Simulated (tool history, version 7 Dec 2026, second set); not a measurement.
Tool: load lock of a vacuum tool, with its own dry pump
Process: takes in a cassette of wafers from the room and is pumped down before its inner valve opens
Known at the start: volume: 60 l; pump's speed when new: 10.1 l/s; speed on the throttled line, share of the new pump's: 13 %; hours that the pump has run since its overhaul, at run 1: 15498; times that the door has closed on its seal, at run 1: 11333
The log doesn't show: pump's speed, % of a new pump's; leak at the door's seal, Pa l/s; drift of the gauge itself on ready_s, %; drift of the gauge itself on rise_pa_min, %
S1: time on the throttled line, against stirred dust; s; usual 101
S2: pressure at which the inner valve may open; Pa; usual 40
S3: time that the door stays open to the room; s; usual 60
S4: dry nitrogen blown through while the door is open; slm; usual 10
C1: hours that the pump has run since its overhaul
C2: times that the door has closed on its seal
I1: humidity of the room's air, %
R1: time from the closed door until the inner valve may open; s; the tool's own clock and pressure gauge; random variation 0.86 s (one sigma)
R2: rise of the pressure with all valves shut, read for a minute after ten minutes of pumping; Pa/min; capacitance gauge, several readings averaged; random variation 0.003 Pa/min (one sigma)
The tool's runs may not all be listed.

{"run": 1, "hour": 0.0, "S1": 101, "S2": 40, "S3": 60, "S4": 10, "C1": 15498, "C2": 11333, "I1": 45.9, "R1": 142.3, "R2": 0.3}
{"run": 2, "hour": 293.4, "S1": 101, "S2": 40, "S3": 60, "S4": 10, "C1": 15791, "C2": 12425, "I1": 45.1, "R1": 141.8, "R2": 0.322}
{"run": 3, "hour": 898.7, "S1": 101, "S2": 78, "S3": 60, "S4": 10, "C1": 16397, "C2": 14680, "I1": 47.1, "R1": 138.3, "R2": 0.384}
{"run": 4, "hour": 1547.9, "S1": 101, "S2": 40, "S3": 60, "S4": 10, "C1": 17046, "C2": 17097, "I1": 45.0, "R1": 142.3, "R2": 0.439}
{"run": 5, "hour": 1919.9, "S1": 101, "S2": 40, "S3": 60, "S4": 10, "C1": 17418, "C2": 18482, "I1": 45.8, "R1": 143.9, "R2": 0.495}
{"run": 6, "hour": 2510.8, "S1": 101, "S2": 40, "S3": 60, "S4": 10, "C1": 18009, "C2": 20683, "I1": 44.7, "R1": 143.5, "R2": 0.56}
{"run": 7, "hour": 2824.2, "S1": 101, "S2": 40, "S3": 60, "S4": 10, "C1": 18322, "C2": 21850, "I1": 45.2, "R1": 144.3, "R2": 0.594}
{"run": 8, "hour": 3339.4, "S1": 101, "S2": 40, "S3": 60, "S4": 10, "C1": 18837, "C2": 23769, "I1": 48.6, "R1": 143.4, "R2": 0.67}
{"hour": 3745.5, "done": "door's seal changed, seat wiped"}
{"run": 9, "hour": 3871.1, "S1": 140, "S2": 40, "S3": 60, "S4": 10, "C1": 19367, "C2": 468, "I1": 47.1, "R1": 177.0, "R2": 0.048}
{"run": 10, "hour": 4303.2, "S1": 140, "S2": 40, "S3": 60, "S4": 10, "C1": 19800, "C2": 2077, "I1": 44.5, "R1": 178.6, "R2": 0.061}
{"run": 11, "hour": 4639.4, "S1": 101, "S2": 40, "S3": 60, "S4": 4, "C1": 20136, "C2": 3329, "I1": 46.1, "R1": 144.3, "R2": 0.089}
{"hour": 5180.5, "done": "dry pump taken out, an overhauled one fitted"}
{"run": 12, "hour": 5263.8, "S1": 101, "S2": 40, "S3": 60, "S4": 4, "C1": 83, "C2": 5631, "I1": 46.5, "R1": 132.5, "R2": 0.121}
{"run": 13, "hour": 5604.4, "S1": 101, "S2": 40, "S3": 60, "S4": 4, "C1": 424, "C2": 6900, "I1": 47.0, "R1": 134.2, "R2": 0.142}
{"run": 14, "hour": 6137.7, "S1": 101, "S2": 40, "S3": 60, "S4": 4, "C1": 957, "C2": 8886, "I1": 46.9, "R1": 134.0, "R2": 0.178}
{"run": 15, "hour": 6694.1, "S1": 101, "S2": 40, "S3": 60, "S4": 4, "C1": 1514, "C2": 10958, "I1": 44.5, "R1": 135.2, "R2": 0.223}
{"run": 16, "hour": 7014.3, "S1": 101, "S2": 40, "S3": 60, "S4": 4, "C1": 1834, "C2": 12150, "I1": 41.7, "R1": 135.0, "R2": 0.246}
{"run": 17, "hour": 7290.6, "S1": 101, "S2": 40, "S3": 60, "S4": 4, "C1": 2110, "C2": 13179, "I1": 43.0, "R1": 135.5, "R2": 0.285}
{"run": 18, "hour": 7666.5, "S1": 101, "S2": 40, "S3": 60, "S4": 10, "C1": 2486, "C2": 14579, "I1": 44.6, "R1": 134.8, "R2": 0.298}
{"run": 19, "hour": 8008.6, "S1": 101, "S2": 40, "S3": 167, "S4": 10, "C1": 2828, "C2": 15853, "I1": 47.4, "R1": 136.4, "R2": 0.405}
{"run": 20, "hour": 8542.9, "S1": 85, "S2": 53, "S3": 60, "S4": 16, "C1": 3362, "C2": 17843, "I1": 47.2, "R1": 120.3, "R2": 0.396}
{"run": 21, "hour": 8880.6, "S1": 101, "S2": 31, "S3": 60, "S4": 16, "C1": 3700, "C2": 19101, "I1": 45.9, "R1": 138.0, "R2": 0.423}
{"run": 22, "hour": 9392.2, "S1": 158, "S2": 33, "S3": 226, "S4": 39, "C1": 4212, "C2": 21006, "I1": 45.4, "R1": 189.2, "R2": 0.519}

Forecast run 23:
{"run": 23, "hour": 10007.2, "S1": 158, "S2": 33, "S3": 226, "S4": 39, "C1": 4827, "C2": 23296, "I1": 44.5, "R1": "?", "R2": "?"}

Run 23 gave R1 188.2 s, R2 0.592 Pa/min.
Without the tool's hidden state the same run would have given R1 186.4 s, R2 0.068 Pa/min.

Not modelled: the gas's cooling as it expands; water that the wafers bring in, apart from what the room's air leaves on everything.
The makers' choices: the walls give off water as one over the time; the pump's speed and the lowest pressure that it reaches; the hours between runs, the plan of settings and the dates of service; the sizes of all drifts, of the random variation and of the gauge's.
